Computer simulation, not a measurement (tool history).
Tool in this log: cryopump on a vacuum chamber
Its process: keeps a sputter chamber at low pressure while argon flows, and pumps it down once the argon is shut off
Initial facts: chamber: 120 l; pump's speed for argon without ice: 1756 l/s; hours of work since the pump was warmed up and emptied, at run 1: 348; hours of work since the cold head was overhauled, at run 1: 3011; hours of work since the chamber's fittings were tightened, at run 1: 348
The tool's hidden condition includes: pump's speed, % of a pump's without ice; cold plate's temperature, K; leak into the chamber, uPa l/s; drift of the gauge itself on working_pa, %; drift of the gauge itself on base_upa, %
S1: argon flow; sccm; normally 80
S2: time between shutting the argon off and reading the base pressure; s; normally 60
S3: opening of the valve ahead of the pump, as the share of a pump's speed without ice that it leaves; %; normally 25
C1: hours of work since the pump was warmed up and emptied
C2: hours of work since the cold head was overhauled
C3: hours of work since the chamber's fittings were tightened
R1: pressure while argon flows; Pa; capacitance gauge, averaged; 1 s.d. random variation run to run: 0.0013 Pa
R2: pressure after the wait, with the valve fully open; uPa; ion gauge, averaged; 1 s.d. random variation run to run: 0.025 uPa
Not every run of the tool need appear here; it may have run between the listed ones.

| run | hour | S1 | S2 | S3 | C1 | C2 | C3 | R1 | R2 |
|---|---|---|---|---|---|---|---|---|---|
| 1 | 0 | 80 | 60 | 25 | 348 | 3011 | 348 | 0.3296 | 1.34 |
|  | 53.5 | pump warmed up, emptied and cooled again |
| 2 | 90.9 | 80 | 60 | 25 | 32 | 3085 | 422 | 0.311 | 1.28 |
| 3 | 180.1 | 80 | 60 | 25 | 109 | 3162 | 499 | 0.3175 | 1.37 |
| 4 | 228.4 | 80 | 37 | 25 | 151 | 3204 | 541 | 0.319 | 1.91 |
| 5 | 334.1 | 80 | 37 | 25 | 242 | 3295 | 632 | 0.3246 | 2.07 |
| 6 | 381 | 80 | 60 | 25 | 283 | 3336 | 673 | 0.3286 | 1.62 |
| 7 | 483.3 | 58 | 60 | 25 | 371 | 3424 | 761 | 0.2425 | 1.72 |
|  | 506.2 | pump warmed up, emptied and cooled again |
| 8 | 562.1 | 58 | 60 | 25 | 48 | 3488 | 825 | 0.2274 | 1.65 |
| 9 | 645.8 | 58 | 60 | 25 | 121 | 3560 | 897 | 0.2317 | 1.75 |
| 10 | 694.1 | 91 | 60 | 25 | 162 | 3602 | 939 | 0.3651 | 1.76 |
| 11 | 791.7 | 114 | 60 | 25 | 247 | 3686 | 1023 | 0.4639 | 1.85 |
| 12 | 859 | 114 | 60 | 25 | 305 | 3744 | 1081 | 0.4664 | 2.02 |
| 13 | 947 | 114 | 60 | 25 | 381 | 3820 | 1157 | 0.4802 | 2.09 |
|  | 961.8 | pump warmed up, emptied and cooled again |
| 14 | 1037.4 | 114 | 60 | 25 | 65 | 3894 | 1231 | 0.4518 | 1.96 |
| 15 | 1104.4 | 80 | 60 | 25 | 123 | 3952 | 1289 | 0.3184 | 2.02 |
| 16 | 1198 | 140 | 60 | 36 | 204 | 4033 | 1370 | 0.397 | 2.15 |
| 17 | 1301 | 109 | 23 | 32 | 293 | 4122 | 1459 | 0.3574 | 3.58 |
| 18 | 1383.1 | 109 | 23 | 32 | 364 | 4193 | 1530 | 0.3633 | 3.7 |
|  | 1413.8 | pump warmed up, emptied and cooled again |
| 19 | 1466.5 | 146 | 60 | 25 | 46 | 4260 | 1597 | 0.5749 | 2.2 |
| 20 | 1563.2 | 37 | 60 | 25 | 129 | 4344 | 1681 | 0.1479 | 2.3 |
| 21 | 1659.4 | 37 | 60 | 25 | 212 | 4427 | 1764 | 0.1495 | 2.53 |
| 22 | 1727.6 | 37 | 60 | 25 | 271 | 4486 | 1823 | 0.1527 | 2.63 |
| 23 | 1827.9 | 64 | 263 | 37 | 358 | 4572 | 1909 | 0.188 | 2.25 |
|  | 1862.1 | pump warmed up, emptied and cooled again |
| 24 | 1907.9 | 57 | 60 | 25 | 40 | 4637 | 1974 | 0.2254 | 2.49 |
| 25 | 1960.1 | 36 | 34 | 18 | 85 | 4682 | 2019 | 0.196 | 3.21 |
| 26 | 2042.2 | 116 | 60 | 25 | 156 | 4753 | 2090 | 0.465 | 2.7 |
| 27 | 2105.9 | 58 | 60 | 31 | 211 | 4808 | 2145 | 0.1913 | 2.93 |
| 28 | 2211.1 | 58 | 60 | 31 | 301 | 4899 | 2236 | 0.1956 | 3.08 |
| 29 | 2287.5 | 58 | 60 | 31 | 367 | 4965 | 2302 | 0.1996 | 3.37 |

Below are 3 alternative next runs, each starting from the tool's condition after run 29. Predict each:
|  | 2314.2 | pump warmed up, emptied and cooled again |
| A | 2368 | 86 | 253 | 49 | 46 | 5030 | 2367 | ? | ? |
|  | 2314.2 | pump warmed up, emptied and cooled again |
| B | 2368 | 80 | 66 | 25 | 46 | 5030 | 2367 | ? | ? |
|  | 2314.2 | pump warmed up, emptied and cooled again |
| C | 2368 | 50 | 60 | 22 | 46 | 5030 | 2367 | ? | ? |

| run | R1 | R2 |
|---|---|---|
| A | 0.1777 | 2.27 |
| B | 0.3166 | 2.75 |
| C | 0.2256 | 2.85 |
Had the tool no hidden state, the same runs would have come out as:
| run | R1 | R2 |
|---|---|---|
| A | 0.1691 | 0.37 |
| B | 0.3086 | 0.89 |
| C | 0.2205 | 0.99 |

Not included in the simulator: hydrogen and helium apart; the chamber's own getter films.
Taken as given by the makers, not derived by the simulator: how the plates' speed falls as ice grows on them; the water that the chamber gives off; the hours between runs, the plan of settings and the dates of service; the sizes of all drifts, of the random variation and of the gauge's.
